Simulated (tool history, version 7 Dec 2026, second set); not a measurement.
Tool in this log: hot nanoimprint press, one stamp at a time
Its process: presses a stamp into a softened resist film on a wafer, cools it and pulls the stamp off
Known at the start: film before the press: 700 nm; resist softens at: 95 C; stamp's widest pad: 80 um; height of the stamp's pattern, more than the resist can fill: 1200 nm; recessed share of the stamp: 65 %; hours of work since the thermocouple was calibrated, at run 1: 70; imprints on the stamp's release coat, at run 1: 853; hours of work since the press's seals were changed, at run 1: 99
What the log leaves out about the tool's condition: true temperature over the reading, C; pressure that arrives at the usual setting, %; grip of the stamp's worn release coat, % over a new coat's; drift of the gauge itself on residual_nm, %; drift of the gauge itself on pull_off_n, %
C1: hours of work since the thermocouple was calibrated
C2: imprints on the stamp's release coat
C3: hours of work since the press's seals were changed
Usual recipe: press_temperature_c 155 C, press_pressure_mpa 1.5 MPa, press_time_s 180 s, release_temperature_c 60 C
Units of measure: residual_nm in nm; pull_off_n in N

run 1 hour=0 | press_temperature_c=155 press_pressure_mpa=1.5 press_time_s=180 release_temperature_c=60 | C1=70 C2=853 C3=99 | residual_nm=360.7 pull_off_n=157
run 2 hour=39.3 | press_temperature_c=155 press_pressure_mpa=1.5 press_time_s=180 release_temperature_c=60 | C1=93 C2=956 C3=122 | residual_nm=364.4 pull_off_n=164
run 3 hour=83.8 | press_temperature_c=155 press_pressure_mpa=1.5 press_time_s=180 release_temperature_c=60 | C1=120 C2=1072 C3=148 | residual_nm=359.7 pull_off_n=167
run 4 hour=114.1 | press_temperature_c=155 press_pressure_mpa=1.5 press_time_s=180 release_temperature_c=60 | C1=137 C2=1151 C3=166 | residual_nm=363.9 pull_off_n=176
run 5 hour=161.3 | press_temperature_c=155 press_pressure_mpa=1.5 press_time_s=142 release_temperature_c=60 | C1=165 C2=1275 C3=193 | residual_nm=387.5 pull_off_n=187
run 6 hour=184.2 | press_temperature_c=163 press_pressure_mpa=1.5 press_time_s=180 release_temperature_c=60 | C1=178 C2=1335 C3=207 | residual_nm=270.1 pull_off_n=180
run 7 hour=213.5 | press_temperature_c=163 press_pressure_mpa=1.5 press_time_s=180 release_temperature_c=60 | C1=196 C2=1411 C3=224 | residual_nm=273.3 pull_off_n=186
run 8 hour=240.1 | press_temperature_c=163 press_pressure_mpa=1.5 press_time_s=180 release_temperature_c=60 | C1=211 C2=1481 C3=239 | residual_nm=268.7 pull_off_n=194
-- hour=270.7 stamp cleaned and given a new release coat
run 9 hour=298.2 | press_temperature_c=155 press_pressure_mpa=1.5 press_time_s=180 release_temperature_c=60 | C1=242 C2=72 C3=270 | residual_nm=353.9 pull_off_n=120
run 10 hour=345.7 | press_temperature_c=155 press_pressure_mpa=1.5 press_time_s=150 release_temperature_c=60 | C1=270 C2=196 C3=298 | residual_nm=377.5 pull_off_n=132
run 11 hour=389.4 | press_temperature_c=155 press_pressure_mpa=1.5 press_time_s=180 release_temperature_c=48 | C1=295 C2=310 C3=323 | residual_nm=356.8 pull_off_n=159
run 12 hour=444.7 | press_temperature_c=155 press_pressure_mpa=1.5 press_time_s=180 release_temperature_c=60 | C1=328 C2=455 C3=356 | residual_nm=350.8 pull_off_n=144
run 13 hour=488.8 | press_temperature_c=155 press_pressure_mpa=1.5 press_time_s=180 release_temperature_c=60 | C1=354 C2=570 C3=382 | residual_nm=352.6 pull_off_n=144
run 14 hour=511.8 | press_temperature_c=155 press_pressure_mpa=1.5 press_time_s=180 release_temperature_c=60 | C1=367 C2=630 C3=395 | residual_nm=345.2 pull_off_n=147
run 15 hour=564.8 | press_temperature_c=155 press_pressure_mpa=1.5 press_time_s=190 release_temperature_c=60 | C1=398 C2=768 C3=426 | residual_nm=345.1 pull_off_n=150
run 16 hour=607.5 | press_temperature_c=155 press_pressure_mpa=1.5 press_time_s=190 release_temperature_c=60 | C1=423 C2=880 C3=451 | residual_nm=346.8 pull_off_n=153
run 17 hour=643.6 | press_temperature_c=155 press_pressure_mpa=1.5 press_time_s=190 release_temperature_c=60 | C1=444 C2=974 C3=473 | residual_nm=346.1 pull_off_n=157
run 18 hour=684.8 | press_temperature_c=153 press_pressure_mpa=1.3 press_time_s=295 release_temperature_c=60 | C1=468 C2=1082 C3=497 | residual_nm=344 pull_off_n=164
run 19 hour=712.2 | press_temperature_c=153 press_pressure_mpa=1.3 press_time_s=295 release_temperature_c=60 | C1=485 C2=1154 C3=513 | residual_nm=342.9 pull_off_n=166
run 20 hour=736.2 | press_temperature_c=165 press_pressure_mpa=1.5 press_time_s=180 release_temperature_c=60 | C1=499 C2=1217 C3=527 | residual_nm=246.4 pull_off_n=174
run 21 hour=781.7 | press_temperature_c=165 press_pressure_mpa=1.5 press_time_s=117 release_temperature_c=60 | C1=525 C2=1335 C3=554 | residual_nm=284.3 pull_off_n=179
-- hour=836.5 press's hydraulic seals changed and the load cell set to zero
run 22 hour=839.7 | press_temperature_c=155 press_pressure_mpa=1.5 press_time_s=111 release_temperature_c=60 | C1=555 C2=1466 C3=2 | residual_nm=392.6 pull_off_n=185
-- hour=878.7 stamp cleaned and given a new release coat
run 23 hour=879.7 | press_temperature_c=155 press_pressure_mpa=1.5 press_time_s=111 release_temperature_c=60 | C1=575 C2=3 C3=22 | residual_nm=393.2 pull_off_n=118
run 24 hour=902.8 | press_temperature_c=149 press_pressure_mpa=1.5 press_time_s=180 release_temperature_c=51 | C1=588 C2=63 C3=35 | residual_nm=416.4 pull_off_n=139
-- hour=923.9 plate thermocouple calibrated
run 25 hour=933.1 | press_temperature_c=149 press_pressure_mpa=1.5 press_time_s=180 release_temperature_c=51 | C1=5 C2=135 C3=51 | residual_nm=451.6 pull_off_n=152
run 26 hour=963.8 | press_temperature_c=149 press_pressure_mpa=1.5 press_time_s=180 release_temperature_c=51 | C1=23 C2=215 C3=69 | residual_nm=453.6 pull_off_n=152
run 27 hour=1010 | press_temperature_c=158 press_pressure_mpa=1.81 press_time_s=314 release_temperature_c=51 | C1=51 C2=336 C3=97 | residual_nm=249.2 pull_off_n=161

Forecast run 28:
run 28 hour=1044.7 | press_temperature_c=155 press_pressure_mpa=1.43 press_time_s=180 release_temperature_c=60 | C1=71 C2=426 C3=117 | residual_nm=? pull_off_n=?

{"run 28": {"residual_nm": 378.4, "pull_off_n": 142}}
Without the tool's hidden state the same run would have given residual_nm 380.1 nm, pull_off_n 125 N.
